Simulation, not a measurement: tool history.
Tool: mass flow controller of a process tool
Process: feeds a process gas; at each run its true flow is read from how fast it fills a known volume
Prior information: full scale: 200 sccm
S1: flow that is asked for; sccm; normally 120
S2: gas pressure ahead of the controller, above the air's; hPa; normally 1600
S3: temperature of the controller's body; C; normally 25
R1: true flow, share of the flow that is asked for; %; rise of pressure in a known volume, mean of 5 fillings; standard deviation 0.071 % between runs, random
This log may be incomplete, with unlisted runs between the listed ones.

run,day,S1,S2,S3,R1
1,0.000,120,1600,25,99.29
2,7.079,120,1600,27,99.17
3,20.538,120,1600,27,98.95
4,28.358,120,1600,27,98.96
5,41.246,51,1600,25,98.31
6,52.979,120,1600,25,98.85
7,61.033,120,1600,25,98.73
8,69.812,120,1600,25,98.64
9,83.596,120,1600,25,98.66
10,97.317,120,2790,25,97.65
11,108.842,120,1600,25,98.39
12,121.046,120,1600,25,98.27
13,127.983,120,1600,25,98.18
14,142.238,120,1600,25,98.03
15,152.571,120,1600,25,97.92
16,166.058,120,1600,25,97.81
17,171.854,153,1600,25,98.04
# day 172.483: controller's zero set anew
18,181.433,153,1600,25,97.84
19,187.292,120,2660,25,96.72
20,194.000,25,2460,24,94.13
21,202.246,100,2200,29,96.52
22,208.025,100,1830,29,96.82
23,219.167,100,1830,29,96.59
24,230.796,100,2430,29,96.13
25,244.225,100,2430,29,95.86
26,256.442,55,1480,29,95.43
# day 258.242: controller's zero set anew, once more
27,269.383,55,1480,29,96.76
28,278.433,36,1600,29,96.45

5 ways to go on from here, each from the tool as it stands after run 28. What would each give?
A,284.704,36,1500,29,?
B,284.704,67,2530,25,?
C,284.704,120,1470,34,?
D,284.704,37,1600,28,?
E,284.704,58,1600,34,?

run,R1
A,96.50
B,96.21
C,96.95
D,96.41
E,96.41
With the hidden condition removed and each run's random variation left untouched, the same runs would have given:
run,R1
A,99.21
B,98.81
C,99.49
D,99.11
E,99.02
